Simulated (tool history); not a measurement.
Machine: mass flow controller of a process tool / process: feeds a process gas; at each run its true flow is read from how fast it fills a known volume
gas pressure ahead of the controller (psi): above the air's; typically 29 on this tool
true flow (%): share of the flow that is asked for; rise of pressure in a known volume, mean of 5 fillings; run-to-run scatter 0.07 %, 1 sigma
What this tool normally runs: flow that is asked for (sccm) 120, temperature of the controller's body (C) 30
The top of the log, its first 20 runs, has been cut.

run	hour	flow that is asked for (sccm)	gas pressure ahead of the controller (psi)	temperature of the controller's body (C)	true flow (%)
21	3506.7	120	29	30	93.67
22	3679.7	145	22.9	28	94.65
23	3884.1	145	22.9	28	94.49
# hour 3943.3: controller's zero set anew, once more
24	3998.1	145	22.9	28	96.08
25	4116.7	145	24.9	22	96.74
26	4246.2	64	39.6	24	94.53
27	4454.5	127	39.6	24	95.62
28	4609	127	39.6	24	95.45
29	4773.1	30	38.7	33	92.22
30	4886.4	62	26.3	25	94.3
31	5003.5	55	26.3	39	92.29
32	5133.9	55	26.3	39	92.3
33	5335.2	55	33.8	26	93.45
34	5522.7	95	29.7	22	94.82
35	5702.2	39	29	25	92.93
36	5869.9	32	34.5	28	91.9
37	5972.7	120	30.6	35	93.6
38	6103	120	31.2	30	94.02
39	6266.7	120	31.2	30	94.08
40	6434	120	31.2	30	93.95
41	6593.2	30	22.5	35	90.62
42	6779.7	32	36.1	27	91.25

Forecast each of these 3 alternatives for the next run:
A	6924.7	104	21.2	28	?
B	6924.7	32	38.1	27	?
C	6924.7	152	21.3	21	?

run	true flow (%)
A	93.83
B	90.94
C	95.8
Without the tool's hidden state the same runs would have given:
run	true flow (%)
A	98.13
B	96.57
C	99.91
